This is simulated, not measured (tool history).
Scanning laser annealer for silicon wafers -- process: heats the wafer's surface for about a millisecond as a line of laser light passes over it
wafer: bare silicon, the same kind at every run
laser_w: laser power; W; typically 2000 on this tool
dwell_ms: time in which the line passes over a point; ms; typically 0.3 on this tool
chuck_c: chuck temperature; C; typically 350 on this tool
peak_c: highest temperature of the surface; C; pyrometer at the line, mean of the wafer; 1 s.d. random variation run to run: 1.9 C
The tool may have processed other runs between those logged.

Run 1, hour 0: usual settings. Result: peak_c 1092 C.
Run 2, hour 33: usual settings but dwell_ms 0.299 ms. Result: peak_c 1089 C.
Run 3, hour 77.8: usual settings but chuck_c 378 C. Result: peak_c 1120 C.
Run 4, hour 105.9: usual settings but dwell_ms 0.342 ms, chuck_c 378 C. Result: peak_c 1174 C.
Run 5, hour 141.3: usual settings but dwell_ms 0.342 ms, chuck_c 378 C. Result: peak_c 1177 C.
Run 6, hour 167.9: usual settings but dwell_ms 0.342 ms, chuck_c 378 C. Result: peak_c 1177 C.
Run 7, hour 206.4: usual settings but dwell_ms 0.342 ms, chuck_c 378 C. Result: peak_c 1174 C.
Run 8, hour 244: usual settings but dwell_ms 0.342 ms, chuck_c 378 C. Result: peak_c 1177 C.
Run 9, hour 292.5: usual settings but laser_w 1792 W. Result: peak_c 1015 C.
Run 10, hour 316.6: usual settings but laser_w 1792 W. Result: peak_c 1014 C.
Run 11, hour 365.3: usual settings but laser_w 1874 W, dwell_ms 0.248 ms, chuck_c 355 C. Result: peak_c 985 C.
Run 12, hour 412.6: usual settings but laser_w 1746 W, dwell_ms 0.36 ms. Result: peak_c 1067 C.
Run 13, hour 462.8: usual settings but laser_w 1956 W, chuck_c 382 C. Result: peak_c 1110 C.
Run 14, hour 493.9: usual settings but laser_w 1956 W, chuck_c 382 C. Result: peak_c 1105 C.
Run 15, hour 520.4: usual settings but laser_w 2138 W, dwell_ms 0.339 ms, chuck_c 316 C. Result: peak_c 1158 C.
Run 16, hour 543.1: usual settings but laser_w 2138 W, dwell_ms 0.339 ms, chuck_c 316 C. Result: peak_c 1158 C.
Run 17, hour 570.8: usual settings but laser_w 1795 W, dwell_ms 0.255 ms, chuck_c 320 C. Result: peak_c 934 C.
Run 18, hour 616.5: usual settings but dwell_ms 0.251 ms. Result: peak_c 1020 C.

Below are 3 alternative next runs, each starting from the tool's condition after run 18. Predict each:
Run A, hour 658.6: usual settings but laser_w 1944 W, dwell_ms 0.28 ms, chuck_c 318 C. Result: peak_c ?.
Run B, hour 658.6: usual settings but laser_w 2069 W, dwell_ms 0.251 ms. Result: peak_c ?.
Run C, hour 658.6: usual settings but laser_w 1761 W, dwell_ms 0.229 ms, chuck_c 364 C. Result: peak_c ?.

run  peak_c
  A    1014
  B    1048
  C     930
Take away the tool's hidden state, keep each run's random variation, and the runs would have read:
run  peak_c
  A    1015
  B    1049
  C     931
